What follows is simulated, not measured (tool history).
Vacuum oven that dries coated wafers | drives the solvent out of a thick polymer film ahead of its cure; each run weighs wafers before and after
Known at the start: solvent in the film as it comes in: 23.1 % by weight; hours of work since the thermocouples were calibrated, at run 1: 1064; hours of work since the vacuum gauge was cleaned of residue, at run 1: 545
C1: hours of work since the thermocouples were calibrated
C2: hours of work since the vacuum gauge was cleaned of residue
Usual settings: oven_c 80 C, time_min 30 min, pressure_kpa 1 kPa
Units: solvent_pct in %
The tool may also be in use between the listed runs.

Run 1, day 0: usual settings; C1 1064; C2 545. Result: solvent_pct 2.42 %.
Run 2, day 1.271: usual settings but oven_c 73 C; C1 1086; C2 567. Result: solvent_pct 4.05 %.
Run 3, day 2.575: usual settings but oven_c 73 C; C1 1109; C2 589. Result: solvent_pct 4.01 %.
Run 4, day 4.45: usual settings but oven_c 73 C; C1 1141; C2 622. Result: solvent_pct 4.03 %.
At day 4.9: oven's thermocouples calibrated.
Run 5, day 6.258: usual settings but oven_c 73 C; C1 24; C2 652. Result: solvent_pct 4.11 %.
Run 6, day 8.725: usual settings but time_min 27 min; C1 66; C2 695. Result: solvent_pct 2.93 %.
Run 7, day 10.325: usual settings; C1 94; C2 722. Result: solvent_pct 2.45 %.
Run 8, day 12.362: usual settings; C1 129; C2 758. Result: solvent_pct 2.44 %.
Run 9, day 14.492: usual settings but oven_c 77 C; C1 166; C2 795. Result: solvent_pct 3.06 %.
Run 10, day 15.846: usual settings but oven_c 77 C; C1 190; C2 818. Result: solvent_pct 3.1 %.
Run 11, day 16.917: usual settings but time_min 27 min; C1 209; C2 837. Result: solvent_pct 2.91 %.
Run 12, day 18.175: usual settings but time_min 27 min; C1 230; C2 859. Result: solvent_pct 2.94 %.
Run 13, day 19.55: usual settings but oven_c 75 C, time_min 22 min, pressure_kpa 1.26 kPa; C1 254; C2 883. Result: solvent_pct 5.58 %.
Run 14, day 21.942: usual settings but oven_c 90 C, time_min 15 min, pressure_kpa 1.14 kPa; C1 296; C2 924. Result: solvent_pct 3.74 %.
Run 15, day 24.275: usual settings but oven_c 90 C, time_min 15 min, pressure_kpa 1.14 kPa; C1 336; C2 964. Result: solvent_pct 3.79 %.
Run 16, day 26.275: usual settings but oven_c 88 C, time_min 37 min; C1 371; C2 999. Result: solvent_pct 0.8 %.
Run 17, day 27.967: usual settings but oven_c 88 C, time_min 37 min; C1 400; C2 1029. Result: solvent_pct 0.9 %.
Run 18, day 29.917: usual settings but oven_c 88 C, time_min 37 min; C1 434; C2 1062. Result: solvent_pct 0.81 %.
Run 19, day 32.158: usual settings but oven_c 88 C, time_min 37 min; C1 473; C2 1101. Result: solvent_pct 0.84 %.
Run 20, day 34.312: usual settings but oven_c 88 C, time_min 37 min; C1 510; C2 1139. Result: solvent_pct 0.82 %.
Run 21, day 36.575: usual settings but oven_c 84 C, time_min 52 min, pressure_kpa 2.87 kPa; C1 550; C2 1178. Result: solvent_pct 1.77 %.
Run 22, day 38.775: usual settings but oven_c 84 C, time_min 20 min, pressure_kpa 2.87 kPa; C1 588; C2 1216. Result: solvent_pct 4.43 %.
Run 23, day 40.004: usual settings but oven_c 89 C, time_min 48 min, pressure_kpa 3.17 kPa; C1 609; C2 1237. Result: solvent_pct 1.49 %.

Forecast each of these 5 alternatives for the next run:
Run A, day 42.412: usual settings but oven_c 89 C, time_min 48 min, pressure_kpa 1.86 kPa; C1 651; C2 1279. Result: solvent_pct ?.
Run B, day 42.412: usual settings but oven_c 73 C, time_min 48 min, pressure_kpa 3.72 kPa; C1 651; C2 1279. Result: solvent_pct ?.
Run C, day 42.412: usual settings but oven_c 92 C, time_min 48 min, pressure_kpa 3.17 kPa; C1 651; C2 1279. Result: solvent_pct ?.
Run D, day 42.412: usual settings but oven_c 89 C, time_min 16 min, pressure_kpa 0.5 kPa; C1 651; C2 1279. Result: solvent_pct ?.
Run E, day 42.412: usual settings but oven_c 67 C, time_min 48 min, pressure_kpa 0.75 kPa; C1 651; C2 1279. Result: solvent_pct ?.

run  solvent_pct
  A         0.95
  B         4.21
  C         1.33
  D          3.4
  E         2.98
Without the tool's hidden state the same runs would have given:
run  solvent_pct
  A         0.94
  B          4.2
  C         1.32
  D         3.39
  E         2.96
